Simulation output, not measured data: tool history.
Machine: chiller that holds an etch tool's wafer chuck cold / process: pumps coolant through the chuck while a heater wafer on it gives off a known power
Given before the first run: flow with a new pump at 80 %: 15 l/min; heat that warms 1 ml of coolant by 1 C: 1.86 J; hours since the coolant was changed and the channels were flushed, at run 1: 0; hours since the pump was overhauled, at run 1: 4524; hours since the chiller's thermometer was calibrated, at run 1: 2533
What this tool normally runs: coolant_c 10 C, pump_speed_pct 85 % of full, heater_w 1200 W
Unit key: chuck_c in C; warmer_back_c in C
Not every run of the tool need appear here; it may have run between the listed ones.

| run | day | coolant_c | pump_speed_pct | heater_w | hours since the coolant was changed and the channels were flushed | hours since the pump was overhauled | hours since the chiller's thermometer was calibrated | chuck_c | warmer_back_c |
|---|---|---|---|---|---|---|---|---|---|
| 1 | 0 | 10 | 85 | 1200 | 0 | 4524 | 2533 | 16.5 | 2.54 |
| 2 | 3.338 | 10 | 85 | 1200 | 80 | 4604 | 2614 | 16.8 | 2.48 |
| 3 | 6.496 | 9 | 85 | 1200 | 156 | 4680 | 2689 | 15.7 | 2.56 |
| 4 | 10.992 | 10 | 90 | 1200 | 264 | 4788 | 2797 | 16.4 | 2.38 |
| 5 | 13.046 | 10 | 90 | 1200 | 313 | 4837 | 2847 | 16.5 | 2.33 |
| 6 | 16.4 | 10 | 90 | 1200 | 394 | 4917 | 2927 | 16.5 | 2.42 |
| 7 | 19.417 | 10 | 90 | 1200 | 466 | 4990 | 3000 | 16.4 | 2.42 |
| 8 | 22.258 | 10 | 95 | 1200 | 534 | 5058 | 3068 | 16.1 | 2.25 |
| 9 | 25.208 | 10 | 85 | 1200 | 605 | 5129 | 3139 | 16.7 | 2.57 |
| 10 | 30.142 | 10 | 85 | 1200 | 723 | 5247 | 3257 | 16.7 | 2.53 |
| 11 | 33.962 | 10 | 85 | 1200 | 815 | 5339 | 3349 | 16.7 | 2.55 |
| 12 | 37.917 | 10 | 85 | 1200 | 910 | 5434 | 3443 | 16.8 | 2.56 |
| 13 | 42.454 | 10 | 85 | 1200 | 1019 | 5543 | 3552 | 16.8 | 2.58 |
| 14 | 46.508 | 10 | 66 | 1200 | 1116 | 5640 | 3650 | 18.6 | 3.38 |
| 15 | 48.85 | 10 | 66 | 1200 | 1172 | 5696 | 3706 | 18.7 | 3.36 |
| 16 | 52.908 | 10 | 66 | 1200 | 1270 | 5794 | 3803 | 18.7 | 3.3 |
| 17 | 57.108 | 7 | 82 | 1200 | 1371 | 5894 | 3904 | 14 | 2.66 |
| 18 | 59.254 | 7 | 82 | 1200 | 1422 | 5946 | 3956 | 13.9 | 2.63 |
| 19 | 62.933 | 11 | 85 | 913 | 1510 | 6034 | 4044 | 16.3 | 1.95 |
| 20 | 66.296 | 1 | 85 | 1640 | 1591 | 6115 | 4125 | 10.6 | 3.53 |
| 21 | 69.112 | 1 | 85 | 1640 | 1659 | 6182 | 4192 | 10.6 | 3.52 |
| 22 | 73.946 | 1 | 85 | 1640 | 1775 | 6298 | 4308 | 10.5 | 3.48 |
| 23 | 77.85 | 11 | 86 | 1363 | 1868 | 6392 | 4402 | 18.6 | 2.86 |
| 24 | 79.992 | 19 | 85 | 1713 | 1920 | 6443 | 4453 | 29.1 | 3.67 |
| 25 | 83.175 | 0 | 87 | 808 | 1996 | 6520 | 4530 | 4.6 | 1.71 |
|  | 83.804 | chiller's thermometer calibrated |
| 26 | 86.638 | 10 | 90 | 640 | 2078 | 6602 | 68 | 13.6 | 1.3 |
| 27 | 90.475 | 10 | 83 | 1341 | 2170 | 6694 | 160 | 18 | 2.92 |
| 28 | 94.029 | 10 | 77 | 1341 | 2256 | 6779 | 245 | 18.5 | 3.17 |
| 29 | 97.533 | 10 | 77 | 1341 | 2340 | 6864 | 329 | 18.6 | 3.24 |
| 30 | 99.638 | 7 | 77 | 1386 | 2390 | 6914 | 380 | 15.9 | 3.32 |
| 31 | 103.654 | 16 | 70 | 1200 | 2487 | 7010 | 476 | 24.3 | 3.2 |

Consider 5 possible next runs. They are alternatives, not a sequence: every one starts from the tool as it was left by run 31. What does each give?
| A | 106.812 | 10 | 85 | 1411 | 2562 | 7086 | 552 | ? | ? |
| B | 106.812 | 0 | 85 | 628 | 2562 | 7086 | 552 | ? | ? |
| C | 106.812 | 1 | 72 | 1685 | 2562 | 7086 | 552 | ? | ? |
| D | 106.812 | 16 | 83 | 1200 | 2562 | 7086 | 552 | ? | ? |
| E | 106.812 | 15 | 79 | 889 | 2562 | 7086 | 552 | ? | ? |

| run | chuck_c | warmer_back_c |
|---|---|---|
| A | 18.4 | 2.98 |
| B | 3.8 | 1.33 |
| C | 12.5 | 4.32 |
| D | 23.2 | 2.62 |
| E | 20.7 | 2.07 |
Stripped of hidden state, with their random variation kept, the same runs would have yielded:
| run | chuck_c | warmer_back_c |
|---|---|---|
| A | 17.7 | 2.78 |
| B | 3.6 | 1.24 |
| C | 11.6 | 4.03 |
| D | 22.7 | 2.44 |
| E | 20.2 | 1.93 |
